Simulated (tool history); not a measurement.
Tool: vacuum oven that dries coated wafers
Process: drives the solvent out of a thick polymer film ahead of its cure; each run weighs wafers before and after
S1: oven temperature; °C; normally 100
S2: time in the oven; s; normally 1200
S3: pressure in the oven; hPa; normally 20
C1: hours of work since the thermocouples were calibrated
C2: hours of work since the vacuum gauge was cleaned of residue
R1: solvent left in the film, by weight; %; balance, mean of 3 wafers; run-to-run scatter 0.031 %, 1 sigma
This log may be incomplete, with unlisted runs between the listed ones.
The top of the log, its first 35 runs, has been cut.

run 36 day=71.129 | S1=100 S2=1560 S3=23.5 | C1=433 C2=327 | R1=1.31
run 37 day=72.612 | S1=105 S2=1500 S3=72.9 | C1=457 C2=352 | R1=1.73
run 38 day=74.45 | S1=105 S2=1140 S3=72.9 | C1=488 C2=383 | R1=2.19
run 39 day=76.892 | S1=105 S2=1140 S3=17.6 | C1=529 C2=423 | R1=1.06
run 40 day=79.225 | S1=101 S2=720 S3=20 | C1=568 C2=462 | R1=3.54
run 41 day=81.688 | S1=89 S2=960 S3=19.5 | C1=609 C2=504 | R1=6.17
run 42 day=83.279 | S1=89 S2=960 S3=19.5 | C1=636 C2=530 | R1=6.12
run 43 day=85.196 | S1=101 S2=1800 S3=70.1 | C1=668 C2=562 | R1=1.95
run 44 day=86.525 | S1=100 S2=1200 S3=20 | C1=690 C2=584 | R1=1.89
run 45 day=88.021 | S1=100 S2=1200 S3=20 | C1=715 C2=609 | R1=1.81
run 46 day=89.375 | S1=100 S2=1200 S3=20 | C1=738 C2=632 | R1=1.79

Below are 5 alternative next runs, each starting from the tool's condition after run 46. Predict each:
run A day=91.229 | S1=91 S2=1200 S3=20 | C1=768 C2=663 | R1=?
run B day=91.229 | S1=100 S2=1200 S3=16.3 | C1=768 C2=663 | R1=?
run C day=91.229 | S1=104 S2=900 S3=20 | C1=768 C2=663 | R1=?
run D day=91.229 | S1=100 S2=1200 S3=11.2 | C1=768 C2=663 | R1=?
run E day=91.229 | S1=100 S2=960 S3=10.8 | C1=768 C2=663 | R1=?

run=A R1=4.44
run=B R1=1.68
run=C R1=1.79
run=D R1=1.61
run=E R1=2.34
What these runs would have given with no unlogged condition in the tool:
run=A R1=4.96
run=B R1=2.02
run=C R1=2.13
run=D R1=1.94
run=E R1=2.75
